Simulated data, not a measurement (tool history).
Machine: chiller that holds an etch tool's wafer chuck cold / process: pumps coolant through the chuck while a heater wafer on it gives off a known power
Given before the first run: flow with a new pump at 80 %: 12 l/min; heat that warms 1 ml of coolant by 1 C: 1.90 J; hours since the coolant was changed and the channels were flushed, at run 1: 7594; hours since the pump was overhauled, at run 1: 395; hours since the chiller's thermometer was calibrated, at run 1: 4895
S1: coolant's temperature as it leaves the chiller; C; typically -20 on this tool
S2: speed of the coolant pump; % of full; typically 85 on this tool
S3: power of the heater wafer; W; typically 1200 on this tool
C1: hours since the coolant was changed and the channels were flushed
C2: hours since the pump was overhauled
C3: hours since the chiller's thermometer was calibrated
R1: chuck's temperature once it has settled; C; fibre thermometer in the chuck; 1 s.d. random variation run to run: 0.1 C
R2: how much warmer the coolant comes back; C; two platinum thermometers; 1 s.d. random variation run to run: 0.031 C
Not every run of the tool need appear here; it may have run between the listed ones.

run 1 hour=0.0 | S1=-20 S2=85 S3=1200 | C1=7594 C2=395 C3=4895 | R1=-8.9 R2=2.91
run 2 hour=38.9 | S1=-20 S2=85 S3=1200 | C1=7633 C2=434 C3=4934 | R1=-8.7 R2=2.96
run 3 hour=96.4 | S1=-20 S2=85 S3=1200 | C1=7691 C2=492 C3=4991 | R1=-8.8 R2=2.94
run 4 hour=174.6 | S1=-20 S2=85 S3=1200 | C1=7769 C2=570 C3=5069 | R1=-8.9 R2=2.96
run 5 hour=228.8 | S1=-20 S2=85 S3=1200 | C1=7823 C2=624 C3=5123 | R1=-8.8 R2=2.93
run 6 hour=306.0 | S1=-20 S2=85 S3=1200 | C1=7900 C2=701 C3=5201 | R1=-8.9 R2=2.95
run 7 hour=363.7 | S1=-20 S2=85 S3=602 | C1=7958 C2=759 C3=5258 | R1=-14.4 R2=1.46
run 8 hour=408.8 | S1=-20 S2=85 S3=602 | C1=8003 C2=804 C3=5303 | R1=-14.2 R2=1.43
run 9 hour=462.9 | S1=-20 S2=85 S3=602 | C1=8057 C2=858 C3=5357 | R1=-14.1 R2=1.47
run 10 hour=516.5 | S1=-20 S2=64 S3=1200 | C1=8111 C2=912 C3=5411 | R1=-5.7 R2=4.10
run 11 hour=572.8 | S1=-20 S2=64 S3=1200 | C1=8167 C2=968 C3=5467 | R1=-5.5 R2=4.01
run 12 hour=654.7 | S1=-20 S2=85 S3=1200 | C1=8249 C2=1050 C3=5549 | R1=-8.8 R2=3.00
-- hour=674.9 chiller's thermometer calibrated
run 13 hour=720.6 | S1=-20 S2=68 S3=1200 | C1=8314 C2=1115 C3=46 | R1=-6.5 R2=3.79
run 14 hour=793.7 | S1=-20 S2=68 S3=1200 | C1=8387 C2=1188 C3=119 | R1=-6.5 R2=3.80
run 15 hour=868.1 | S1=-20 S2=68 S3=1200 | C1=8461 C2=1262 C3=193 | R1=-6.4 R2=3.81
run 16 hour=910.1 | S1=-20 S2=85 S3=1200 | C1=8503 C2=1304 C3=235 | R1=-8.7 R2=2.96
-- hour=938.0 coolant changed, channels flushed
run 17 hour=963.2 | S1=-20 S2=84 S3=1300 | C1=25 C2=1351 C3=282 | R1=-9.2 R2=3.21
run 18 hour=1004.3 | S1=-20 S2=94 S3=891 | C1=66 C2=1393 C3=323 | R1=-13.5 R2=1.98
run 19 hour=1052.7 | S1=-27 S2=91 S3=685 | C1=115 C2=1441 C3=372 | R1=-21.8 R2=1.53
run 20 hour=1111.5 | S1=-21 S2=90 S3=1249 | C1=174 C2=1500 C3=431 | R1=-11.2 R2=2.95
run 21 hour=1178.2 | S1=-20 S2=75 S3=1068 | C1=240 C2=1566 C3=497 | R1=-10.0 R2=3.04
run 22 hour=1259.1 | S1=-20 S2=75 S3=1068 | C1=321 C2=1647 C3=578 | R1=-10.2 R2=3.06
run 23 hour=1298.5 | S1=-18 S2=75 S3=1342 | C1=361 C2=1687 C3=618 | R1=-5.6 R2=3.78
run 24 hour=1360.2 | S1=-18 S2=75 S3=757 | C1=422 C2=1748 C3=679 | R1=-11.2 R2=2.14
run 25 hour=1419.7 | S1=-16 S2=86 S3=1200 | C1=482 C2=1808 C3=739 | R1=-6.2 R2=2.98
run 26 hour=1493.1 | S1=-16 S2=73 S3=1200 | C1=555 C2=1881 C3=812 | R1=-4.5 R2=3.53
run 27 hour=1534.3 | S1=-16 S2=73 S3=1200 | C1=596 C2=1923 C3=853 | R1=-4.7 R2=3.51
run 28 hour=1589.8 | S1=-14 S2=99 S3=1200 | C1=652 C2=1978 C3=909 | R1=-5.3 R2=2.54
run 29 hour=1650.7 | S1=-14 S2=99 S3=1200 | C1=713 C2=2039 C3=970 | R1=-5.0 R2=2.55
run 30 hour=1688.9 | S1=-14 S2=99 S3=1200 | C1=751 C2=2077 C3=1008 | R1=-5.1 R2=2.51
run 31 hour=1736.5 | S1=-14 S2=99 S3=1200 | C1=799 C2=2125 C3=1056 | R1=-5.0 R2=2.53

Forecast each of these 5 alternatives for the next run:
run A hour=1790.6 | S1=-19 S2=85 S3=1164 | C1=853 C2=2179 C3=1110 | R1=? R2=?
run B hour=1790.6 | S1=-20 S2=85 S3=1118 | C1=853 C2=2179 C3=1110 | R1=? R2=?
run C hour=1790.6 | S1=-13 S2=85 S3=1404 | C1=853 C2=2179 C3=1110 | R1=? R2=?
run D hour=1790.6 | S1=-25 S2=62 S3=848 | C1=853 C2=2179 C3=1110 | R1=? R2=?
run E hour=1790.6 | S1=-20 S2=64 S3=1200 | C1=853 C2=2179 C3=1110 | R1=? R2=?

run=A R1=-9.2 R2=2.89
run=B R1=-10.7 R2=2.84
run=C R1=-1.2 R2=3.51
run=D R1=-15.6 R2=2.98
run=E R1=-7.2 R2=4.08
With the hidden condition removed and each run's random variation left untouched, the same runs would have given:
run=A R1=-9.5 R2=2.87
run=B R1=-11.0 R2=2.81
run=C R1=-1.5 R2=3.48
run=D R1=-15.9 R2=2.96
run=E R1=-7.6 R2=4.04
